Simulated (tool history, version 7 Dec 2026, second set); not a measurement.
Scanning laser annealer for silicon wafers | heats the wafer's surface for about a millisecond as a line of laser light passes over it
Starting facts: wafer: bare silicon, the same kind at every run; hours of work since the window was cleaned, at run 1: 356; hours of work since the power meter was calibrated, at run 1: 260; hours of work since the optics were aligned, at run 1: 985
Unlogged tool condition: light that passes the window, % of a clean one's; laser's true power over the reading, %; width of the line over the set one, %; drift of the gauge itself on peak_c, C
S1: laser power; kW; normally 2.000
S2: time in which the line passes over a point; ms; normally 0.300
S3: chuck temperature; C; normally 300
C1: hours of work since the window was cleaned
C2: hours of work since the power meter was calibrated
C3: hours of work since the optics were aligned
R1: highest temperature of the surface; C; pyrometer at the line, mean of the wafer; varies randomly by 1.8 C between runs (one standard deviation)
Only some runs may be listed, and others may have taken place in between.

| run | day | S1 | S2 | S3 | C1 | C2 | C3 | R1 |
|---|---|---|---|---|---|---|---|---|
| 1 | 0.000 | 2.000 | 0.300 | 300 | 356 | 260 | 985 | 1055 |
| 2 | 0.229 | 2.000 | 0.300 | 300 | 359 | 263 | 988 | 1056 |
| 3 | 0.471 | 2.000 | 0.271 | 300 | 362 | 266 | 992 | 1019 |
| 4 | 0.742 | 2.000 | 0.271 | 300 | 366 | 270 | 995 | 1020 |
| 5 | 1.192 | 1.860 | 0.300 | 300 | 373 | 277 | 1002 | 1003 |
| 6 | 1.392 | 1.860 | 0.300 | 300 | 376 | 280 | 1005 | 1003 |
| 7 | 1.771 | 1.860 | 0.300 | 300 | 381 | 285 | 1010 | 1005 |
| 8 | 1.979 | 2.000 | 0.300 | 300 | 384 | 288 | 1013 | 1057 |
| 9 | 2.325 | 2.000 | 0.300 | 300 | 389 | 293 | 1018 | 1054 |
| 10 | 2.542 | 2.000 | 0.300 | 300 | 392 | 296 | 1021 | 1056 |
| 11 | 2.812 | 2.000 | 0.300 | 300 | 396 | 300 | 1025 | 1057 |
| 12 | 3.192 | 1.862 | 0.300 | 300 | 401 | 305 | 1031 | 1005 |
| 13 | 3.442 | 1.862 | 0.300 | 300 | 405 | 309 | 1034 | 1007 |
| 14 | 3.862 | 1.862 | 0.300 | 300 | 411 | 315 | 1040 | 1004 |
| 15 | 4.250 | 1.862 | 0.300 | 300 | 417 | 320 | 1046 | 1004 |
| 16 | 4.600 | 2.000 | 0.243 | 300 | 422 | 325 | 1051 | 975 |
| 17 | 5.008 | 2.000 | 0.243 | 300 | 427 | 331 | 1057 | 975 |
| 18 | 5.204 | 2.000 | 0.228 | 300 | 430 | 334 | 1059 | 955 |
| 19 | 5.629 | 2.000 | 0.228 | 300 | 436 | 340 | 1065 | 956 |
| 20 | 5.871 | 1.719 | 0.225 | 292 | 440 | 344 | 1069 | 854 |
| 21 | 6.142 | 2.159 | 0.321 | 315 | 444 | 348 | 1073 | 1154 |
| 22 | 6.558 | 2.159 | 0.321 | 315 | 450 | 354 | 1079 | 1155 |
| 23 | 6.996 | 1.916 | 0.334 | 327 | 456 | 360 | 1085 | 1095 |
| 24 | 7.292 | 2.000 | 0.300 | 278 | 460 | 364 | 1089 | 1029 |
| 25 | 7.492 | 2.098 | 0.305 | 307 | 463 | 367 | 1092 | 1106 |
| 26 | 7.867 | 2.098 | 0.305 | 307 | 468 | 372 | 1097 | 1100 |
| 27 | 8.258 | 1.714 | 0.268 | 273 | 474 | 378 | 1103 | 886 |
| 28 | 8.504 | 2.000 | 0.373 | 301 | 477 | 381 | 1107 | 1144 |
| 29 | 8.812 | 2.000 | 0.373 | 301 | 482 | 386 | 1111 | 1145 |
| 30 | 9.079 | 2.000 | 0.235 | 327 | 486 | 390 | 1115 | 987 |
| 31 | 9.525 | 2.112 | 0.315 | 309 | 492 | 396 | 1121 | 1118 |
| 32 | 9.917 | 1.898 | 0.286 | 288 | 498 | 402 | 1127 | 985 |
| 33 | 10.312 | 1.770 | 0.226 | 300 | 503 | 407 | 1132 | 876 |
| 34 | 10.508 | 1.727 | 0.300 | 300 | 506 | 410 | 1135 | 953 |
| 35 | 10.738 | 2.000 | 0.300 | 272 | 509 | 413 | 1139 | 1023 |
| 36 | 11.038 | 2.000 | 0.300 | 272 | 514 | 418 | 1143 | 1020 |

A few steps of R1 between consecutive runs. Split each: what settings, incoming material and random variation would produce without the hidden state, and what is left over for the hidden state, along with gauge scatter present in only one of the two compared results (measured, and without hidden state):
Run 20 -> 21: S1 1.719 -> 2.159, S2 0.225 -> 0.321, S3 292 -> 315. R1 +300 C: hidden state -5, all else +305.
Run 26 -> 27: S1 2.098 -> 1.714, S2 0.305 -> 0.268, S3 307 -> 273. R1 -214 C: hidden state +3, all else -217.
Run 27 -> 28: S1 1.714 -> 2.000, S2 0.268 -> 0.373, S3 273 -> 301. R1 +258 C: hidden state -5, all else +263.
Run 29 -> 30: S2 0.373 -> 0.235, S3 301 -> 327. R1 -158 C: hidden state +4, all else -162.
